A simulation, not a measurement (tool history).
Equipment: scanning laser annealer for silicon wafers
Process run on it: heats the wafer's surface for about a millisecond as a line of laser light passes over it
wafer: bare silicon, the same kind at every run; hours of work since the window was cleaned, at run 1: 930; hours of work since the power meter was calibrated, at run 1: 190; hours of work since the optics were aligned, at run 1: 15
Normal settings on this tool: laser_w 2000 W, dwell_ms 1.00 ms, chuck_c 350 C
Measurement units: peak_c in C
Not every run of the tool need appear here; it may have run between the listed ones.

run,hour,laser_w,dwell_ms,chuck_c,hours of work since the window was cleaned,hours of work since the power meter was calibrated,hours of work since the optics were aligned,peak_c
1,0.0,2000,1.00,350,930,190,15,1128
2,9.9,2000,1.00,350,936,196,21,1130
3,18.9,2000,1.00,350,941,201,26,1132
4,25.0,2193,1.00,350,945,205,30,1205
5,31.9,1944,1.00,350,949,209,34,1110
6,36.4,1944,1.00,350,952,212,37,1105
7,43.3,2000,1.00,350,956,216,41,1132
8,52.0,1983,1.00,361,961,222,46,1134
9,62.5,1983,1.00,361,968,228,53,1133
10,69.0,1983,1.00,361,972,232,57,1133
# hour 74.5: window over the wafer cleaned
11,76.8,1983,1.00,361,1,236,60,1158
12,83.6,1983,1.00,326,6,240,65,1126
13,88.2,1983,1.23,348,8,242,67,1251

Branching from run 13: 4 alternative next runs. What would each branch give?
A,97.1,1983,0.88,348,14,248,73,?
B,97.1,1748,0.76,350,14,248,73,?
C,97.1,2190,1.00,350,14,248,73,?
D,97.1,1742,1.21,380,14,248,73,?

run,peak_c
A,1093
B,945
C,1236
D,1163
The same runs, with their run-to-run variation unchanged, on a tool lacking any hidden condition would have given:
run,peak_c
A,1096
B,947
C,1239
D,1166

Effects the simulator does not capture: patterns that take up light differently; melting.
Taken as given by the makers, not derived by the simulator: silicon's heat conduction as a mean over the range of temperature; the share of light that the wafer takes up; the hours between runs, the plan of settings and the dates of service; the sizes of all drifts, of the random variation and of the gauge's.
